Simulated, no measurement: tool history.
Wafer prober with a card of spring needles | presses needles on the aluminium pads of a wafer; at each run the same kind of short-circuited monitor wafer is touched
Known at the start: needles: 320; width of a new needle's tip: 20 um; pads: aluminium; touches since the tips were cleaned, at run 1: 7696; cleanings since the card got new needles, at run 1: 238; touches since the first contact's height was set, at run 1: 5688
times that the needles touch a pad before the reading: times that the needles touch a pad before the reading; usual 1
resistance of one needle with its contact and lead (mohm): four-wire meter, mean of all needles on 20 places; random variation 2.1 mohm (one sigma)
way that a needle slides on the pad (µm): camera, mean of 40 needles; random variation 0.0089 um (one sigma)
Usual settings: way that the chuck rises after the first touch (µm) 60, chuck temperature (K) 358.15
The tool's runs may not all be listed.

| run | hour | way that the chuck rises after the first touch (µm) | chuck temperature (K) | times that the needles touch a pad before the reading | touches since the tips were cleaned | cleanings since the card got new needles | touches since the first contact's height was set | resistance of one needle with its contact and lead (mohm) | way that a needle slides on the pad (µm) |
|---|---|---|---|---|---|---|---|---|---|
| 1 | 0 | 60 | 358.15 | 1 | 7696 | 238 | 5688 | 366 | 12.36 |
|  | 3.7 | tips cleaned on abrasive film |
|  | 21.5 | tips cleaned on abrasive film |
|  | 35.8 | tips cleaned on abrasive film |
|  | 53.7 | tips cleaned on abrasive film |
|  | 71.5 | tips cleaned on abrasive film |
|  | 89.4 | tips cleaned on abrasive film |
| 2 | 94.2 | 60 | 336.15 | 1 | 2713 | 244 | 58628 | 342 | 12.267 |
|  | 104.9 | tips cleaned on abrasive film |
|  | 119.2 | tips cleaned on abrasive film |
|  | 126.6 | height of the first contact set anew |
|  | 137.4 | tips cleaned on abrasive film |
|  | 151.7 | tips cleaned on abrasive film |
|  | 169.5 | tips cleaned on abrasive film |
| 3 | 170.5 | 60 | 336.15 | 1 | 532 | 249 | 24641 | 265 | 12.285 |
|  | 184.8 | tips cleaned on abrasive film |
|  | 199.1 | tips cleaned on abrasive film |
|  | 217 | tips cleaned on abrasive film |
| 4 | 217.1 | 60 | 336.15 | 1 | 101 | 252 | 50862 | 250 | 12.266 |
|  | 231.4 | tips cleaned on abrasive film |
|  | 245.7 | tips cleaned on abrasive film |
|  | 263.6 | tips cleaned on abrasive film |
|  | 263.9 | height of the first contact set anew |
| 5 | 267 | 60 | 336.15 | 1 | 1779 | 255 | 1779 | 289 | 12.362 |
|  | 281.3 | tips cleaned on abrasive film |
|  | 299.2 | tips cleaned on abrasive film |
|  | 317 | tips cleaned on abrasive film |
| 6 | 331 | 60 | 336.15 | 1 | 7922 | 258 | 37828 | 388 | 12.308 |
|  | 334.7 | tips cleaned on abrasive film |
|  | 352.6 | tips cleaned on abrasive film |
|  | 370.4 | tips cleaned on abrasive film |
|  | 384.7 | tips cleaned on abrasive film |
|  | 399.2 | height of the first contact set anew |
|  | 402.9 | tips cleaned on abrasive film |
|  | 420.1 | tips cleaned on abrasive film |
| 7 | 420.1 | 60 | 336.15 | 1 | 0 | 264 | 11680 | 247 | 12.303 |
|  | 437.9 | tips cleaned on abrasive film |
|  | 452.2 | tips cleaned on abrasive film |
| 8 | 465.3 | 60 | 336.15 | 1 | 7400 | 266 | 37162 | 384 | 12.289 |
|  | 469 | tips cleaned on abrasive film |
|  | 486.8 | tips cleaned on abrasive film |
|  | 501.1 | tips cleaned on abrasive film |
|  | 519 | tips cleaned on abrasive film |
|  | 536.8 | tips cleaned on abrasive film |
|  | 537.1 | height of the first contact set anew |
| 9 | 541.2 | 53 | 344.15 | 1 | 2315 | 271 | 2315 | 339 | 10.901 |
|  | 552 | tips cleaned on abrasive film |
|  | 566.3 | tips cleaned on abrasive film |
|  | 584.1 | tips cleaned on abrasive film |
| 10 | 587.5 | 53 | 344.15 | 1 | 1907 | 274 | 28332 | 347 | 10.854 |
|  | 601.8 | tips cleaned on abrasive film |
|  | 619.7 | tips cleaned on abrasive film |
|  | 637.5 | tips cleaned on abrasive film |
|  | 655.4 | tips cleaned on abrasive film |
|  | 673.2 | tips cleaned on abrasive film |
|  | 673.5 | height of the first contact set anew |
| 11 | 674.9 | 53 | 345.15 | 1 | 800 | 279 | 800 | 286 | 10.912 |

Run 12 comes next. What will it give?
|  | 689.2 | tips cleaned on abrasive film |
|  | 703.5 | tips cleaned on abrasive film |
|  | 721.4 | tips cleaned on abrasive film |
| 12 | 727.3 | 53 | 345.15 | 1 | 3346 | 282 | 30263 | ? | ? |

resistance of one needle with its contact and lead (mohm): 385
way that a needle slides on the pad (µm): 10.863
Without the tool's hidden state the same run would have given resistance of one needle with its contact and lead (mohm) 230, way that a needle slides on the pad (µm) 10.913.

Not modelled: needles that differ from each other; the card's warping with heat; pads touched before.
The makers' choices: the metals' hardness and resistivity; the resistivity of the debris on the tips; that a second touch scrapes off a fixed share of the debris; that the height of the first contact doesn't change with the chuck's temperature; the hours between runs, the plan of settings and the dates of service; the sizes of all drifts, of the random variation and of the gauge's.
